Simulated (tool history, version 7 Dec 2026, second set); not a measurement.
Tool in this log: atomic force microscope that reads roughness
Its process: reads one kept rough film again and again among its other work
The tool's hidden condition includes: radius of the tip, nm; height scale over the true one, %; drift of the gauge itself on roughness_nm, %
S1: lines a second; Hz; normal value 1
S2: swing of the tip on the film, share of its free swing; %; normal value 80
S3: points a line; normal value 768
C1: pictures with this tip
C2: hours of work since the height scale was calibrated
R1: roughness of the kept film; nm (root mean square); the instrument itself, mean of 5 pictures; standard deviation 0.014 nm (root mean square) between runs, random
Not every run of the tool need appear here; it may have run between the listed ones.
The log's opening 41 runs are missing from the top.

{"run": 42, "hour": 343.8, "S1": 0.84, "S2": 69, "S3": 394, "C1": 89, "C2": 324, "R1": 3.557}
{"run": 43, "hour": 353.8, "S1": 0.84, "S2": 69, "S3": 394, "C1": 100, "C2": 329, "R1": 3.53}
{"run": 44, "hour": 359.7, "S1": 1, "S2": 80, "S3": 629, "C1": 106, "C2": 332, "R1": 3.381}
{"run": 45, "hour": 366.7, "S1": 1.41, "S2": 80, "S3": 629, "C1": 113, "C2": 335, "R1": 3.217}
{"run": 46, "hour": 375.6, "S1": 1.41, "S2": 80, "S3": 629, "C1": 122, "C2": 340, "R1": 3.248}
{"run": 47, "hour": 383.8, "S1": 0.6, "S2": 86, "S3": 278, "C1": 131, "C2": 344, "R1": 3.399}
{"run": 48, "hour": 392.0, "S1": 1.99, "S2": 86, "S3": 758, "C1": 139, "C2": 348, "R1": 2.904}
{"run": 49, "hour": 398.8, "S1": 1.53, "S2": 69, "S3": 769, "C1": 147, "C2": 352, "R1": 3.445}
{"run": 50, "hour": 410.0, "S1": 0.55, "S2": 74, "S3": 985, "C1": 158, "C2": 357, "R1": 3.611}
{"run": 51, "hour": 415.2, "S1": 1, "S2": 80, "S3": 976, "C1": 164, "C2": 360, "R1": 3.364}
{"run": 52, "hour": 421.6, "S1": 3.26, "S2": 72, "S3": 768, "C1": 170, "C2": 363, "R1": 3.018}
{"run": 53, "hour": 428.6, "S1": 0.78, "S2": 85, "S3": 274, "C1": 178, "C2": 367, "R1": 3.326}

5 options for the next run, each taken on its own from the tool as it stands now. Forecast them:
{"run": "A", "hour": 436.8, "S1": 0.7, "S2": 72, "S3": 768, "C1": 186, "C2": 371, "R1": "?"}
{"run": "B", "hour": 436.8, "S1": 0.78, "S2": 70, "S3": 274, "C1": 186, "C2": 371, "R1": "?"}
{"run": "C", "hour": 436.8, "S1": 0.78, "S2": 88, "S3": 475, "C1": 186, "C2": 371, "R1": "?"}
{"run": "D", "hour": 436.8, "S1": 3.42, "S2": 65, "S3": 692, "C1": 186, "C2": 371, "R1": "?"}
{"run": "E", "hour": 436.8, "S1": 0.78, "S2": 58, "S3": 767, "C1": 186, "C2": 371, "R1": "?"}

run=A R1=3.558
run=B R1=3.518
run=C R1=3.308
run=D R1=3.2
run=E R1=3.688
The same runs, with their run-to-run variation unchanged, on a tool lacking any hidden condition would have given:
run=A R1=3.567
run=B R1=3.527
run=C R1=3.316
run=D R1=3.208
run=E R1=3.697
